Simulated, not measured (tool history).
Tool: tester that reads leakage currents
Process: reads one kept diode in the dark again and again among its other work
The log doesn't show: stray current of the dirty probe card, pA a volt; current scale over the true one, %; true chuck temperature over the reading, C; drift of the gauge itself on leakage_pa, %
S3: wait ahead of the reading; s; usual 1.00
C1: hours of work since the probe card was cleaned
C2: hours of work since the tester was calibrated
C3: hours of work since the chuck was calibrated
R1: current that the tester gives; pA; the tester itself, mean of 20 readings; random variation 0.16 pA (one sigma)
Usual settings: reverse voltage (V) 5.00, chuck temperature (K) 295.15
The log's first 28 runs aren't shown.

{"run": 29, "day": 39.642, "reverse voltage (V)": 6.21, "chuck temperature (K)": 300.15, "S3": 1.0, "C1": 2334, "C2": 1465, "C3": 1058, "R1": 95.1}
{"run": 30, "day": 41.292, "reverse voltage (V)": 7.89, "chuck temperature (K)": 295.15, "S3": 0.47, "C1": 2360, "C2": 1491, "C3": 1085, "R1": 77.97}
{"run": 31, "day": 43.283, "reverse voltage (V)": 1.6, "chuck temperature (K)": 312.15, "S3": 0.76, "C1": 2392, "C2": 1523, "C3": 1117, "R1": 116.13}
{"run": 32, "day": 45.35, "reverse voltage (V)": 5.0, "chuck temperature (K)": 312.15, "S3": 1.71, "C1": 2426, "C2": 1557, "C3": 1150, "R1": 195.79}
{"run": 33, "day": 47.054, "reverse voltage (V)": 17.77, "chuck temperature (K)": 300.15, "S3": 1.71, "C1": 2453, "C2": 1584, "C3": 1177, "R1": 168.41}
{"run": 34, "day": 48.821, "reverse voltage (V)": 4.65, "chuck temperature (K)": 296.15, "S3": 2.37, "C1": 2481, "C2": 1612, "C3": 1206, "R1": 62.08}
{"run": 35, "day": 50.304, "reverse voltage (V)": 7.98, "chuck temperature (K)": 322.15, "S3": 2.37, "C1": 2505, "C2": 1636, "C3": 1230, "R1": 474.85}
{"run": 36, "day": 51.188, "reverse voltage (V)": 11.38, "chuck temperature (K)": 322.15, "S3": 2.37, "C1": 2519, "C2": 1650, "C3": 1244, "R1": 561.77}
{"run": 37, "day": 52.696, "reverse voltage (V)": 11.38, "chuck temperature (K)": 322.15, "S3": 2.37, "C1": 2544, "C2": 1675, "C3": 1268, "R1": 562.51}
{"run": 38, "day": 53.771, "reverse voltage (V)": 11.38, "chuck temperature (K)": 322.15, "S3": 2.37, "C1": 2561, "C2": 1692, "C3": 1285, "R1": 562.0}
{"run": 39, "day": 55.654, "reverse voltage (V)": 11.38, "chuck temperature (K)": 322.15, "S3": 2.37, "C1": 2591, "C2": 1722, "C3": 1316, "R1": 561.2}

4 ways to go on from here, each from the tool as it stands after run 39. What would each give?
{"run": "A", "day": 57.371, "reverse voltage (V)": 3.39, "chuck temperature (K)": 297.15, "S3": 2.37, "C1": 2619, "C2": 1750, "C3": 1343, "R1": "?"}
{"run": "B", "day": 57.371, "reverse voltage (V)": 11.38, "chuck temperature (K)": 304.15, "S3": 2.37, "C1": 2619, "C2": 1750, "C3": 1343, "R1": "?"}
{"run": "C", "day": 57.371, "reverse voltage (V)": 5.0, "chuck temperature (K)": 295.15, "S3": 1.86, "C1": 2619, "C2": 1750, "C3": 1343, "R1": "?"}
{"run": "D", "day": 57.371, "reverse voltage (V)": 6.11, "chuck temperature (K)": 295.15, "S3": 2.0, "C1": 2619, "C2": 1750, "C3": 1343, "R1": "?"}

run=A R1=56.75
run=B R1=170.23
run=C R1=60.58
run=D R1=67.97
Without the tool's hidden state the same runs would have given:
run=A R1=50.69
run=B R1=148.84
run=C R1=50.75
run=D R1=55.66
